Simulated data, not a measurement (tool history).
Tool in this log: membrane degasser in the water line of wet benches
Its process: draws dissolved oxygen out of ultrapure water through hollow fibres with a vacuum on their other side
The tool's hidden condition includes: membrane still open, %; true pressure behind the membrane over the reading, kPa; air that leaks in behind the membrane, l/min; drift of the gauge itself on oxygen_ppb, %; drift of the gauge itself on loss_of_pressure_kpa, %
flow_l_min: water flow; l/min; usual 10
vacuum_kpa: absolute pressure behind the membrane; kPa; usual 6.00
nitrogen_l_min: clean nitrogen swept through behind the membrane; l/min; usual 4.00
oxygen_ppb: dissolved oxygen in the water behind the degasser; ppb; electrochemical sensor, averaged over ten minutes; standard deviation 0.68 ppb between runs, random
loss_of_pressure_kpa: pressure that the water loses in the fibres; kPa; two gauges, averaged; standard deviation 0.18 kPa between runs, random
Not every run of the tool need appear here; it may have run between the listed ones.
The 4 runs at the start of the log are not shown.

run,hour,flow_l_min,vacuum_kpa,nitrogen_l_min,hours since the membrane was changed,hours since the vacuum gauge was calibrated,hours since the vacuum lines were made tight,oxygen_ppb,loss_of_pressure_kpa
5,121.7,10,4.59,4.00,1149,3382,1374,55.6,36.46
6,167.9,9,6.00,4.00,1195,3428,1420,44.5,33.01
7,208.9,9,6.00,4.00,1236,3469,1461,44.2,32.97
8,236.0,9,6.00,5.05,1263,3496,1488,41.1,32.36
9,291.4,10,6.00,4.00,1318,3551,1543,65.4,36.43
10,334.2,10,6.00,4.00,1361,3594,1586,66.2,36.20
11,364.6,10,6.00,4.00,1392,3624,1617,64.0,36.69
12,401.0,10,6.00,4.00,1428,3661,1653,65.4,36.46
13,443.5,10,6.00,9.11,1470,3703,1696,55.3,36.85
14,492.5,10,6.00,9.11,1519,3752,1745,54.3,36.56
15,527.0,10,11.71,4.00,1554,3787,1779,102.1,36.50
16,567.2,10,6.00,4.00,1594,3827,1819,65.4,36.46
17,609.4,8,9.83,5.87,1636,3869,1861,39.9,29.27
18,636.3,8,9.83,5.87,1663,3896,1888,39.2,29.45
19,692.4,10,4.62,2.94,1719,3952,1944,60.3,36.85
20,726.1,12,6.05,3.79,1753,3986,1978,125.2,44.01
21,760.4,9,7.11,3.79,1787,4020,2012,53.7,32.93
22,785.2,9,7.11,3.79,1812,4045,2037,54.3,33.30
23,810.4,9,7.11,3.79,1837,4070,2062,53.6,32.91

Predict the results of run 24:
24,861.9,9,4.34,3.67,1889,4122,2114,?,?

oxygen_ppb: 37.8 ppb
loss_of_pressure_kpa: 32.82 kPa
If the tool had no hidden condition, the same run with the same run-to-run variation would have returned oxygen_ppb 33.7 ppb, loss_of_pressure_kpa 32.28 kPa.
